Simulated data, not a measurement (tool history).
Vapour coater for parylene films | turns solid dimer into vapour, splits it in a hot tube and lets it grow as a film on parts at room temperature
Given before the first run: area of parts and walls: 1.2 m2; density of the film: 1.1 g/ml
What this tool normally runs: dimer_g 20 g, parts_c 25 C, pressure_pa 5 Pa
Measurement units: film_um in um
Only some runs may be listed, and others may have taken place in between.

run   hour  dimer_g  parts_c  pressure_pa  film_um
  1      0       20       25            5     9.88
       6.1  -- trap's valve overhauled
  2   26.9       20       25            5    11.23
  3   38.2       20       25            5    11.21
  4   53.8       20       25            6    10.86
  5   63.9       20       25            6     10.8
  6   77.4       20       25            6    10.77
  7   95.9       20       25            6    10.84
  8  108.7       20       25            6    10.77
  9  126.5       12       25            5     6.61
 10    139       12       25            5     6.71
 11  155.9       12       25            5     6.73
 12  171.2       20       25            5    11.02
 13  190.2       20       25            5    10.94
 14  213.7       25       20          3.7     18.1
 15  228.6       12       25        11.53     5.71
 16  248.1       12       19         6.31     8.16
 17    262        9       25         4.72     4.95
 18  272.5        9       29         3.51     4.34
 19  288.3        9       29         3.51     4.44
 20  298.7       30       25            5    16.34
 21  311.6       30       25            5    16.29
 22  326.6       26       20         8.88    15.44
 23  348.3       20       23         6.73    11.11
 24  361.9       20       22         4.13    12.63
 25  374.2        8       29        11.59     3.06

Branching from run 25: 3 alternative next runs. What would each branch give?
  A  384.7       12       26        11.59        ?
  B  384.7       26       29         4.06        ?
  C  384.7       18       29         7.57        ?

run  film_um
  A     5.17
  B    12.42
  C     7.46
Without the tool's hidden state the same runs would have given:
run  film_um
  A     5.47
  B    13.13
  C      7.9

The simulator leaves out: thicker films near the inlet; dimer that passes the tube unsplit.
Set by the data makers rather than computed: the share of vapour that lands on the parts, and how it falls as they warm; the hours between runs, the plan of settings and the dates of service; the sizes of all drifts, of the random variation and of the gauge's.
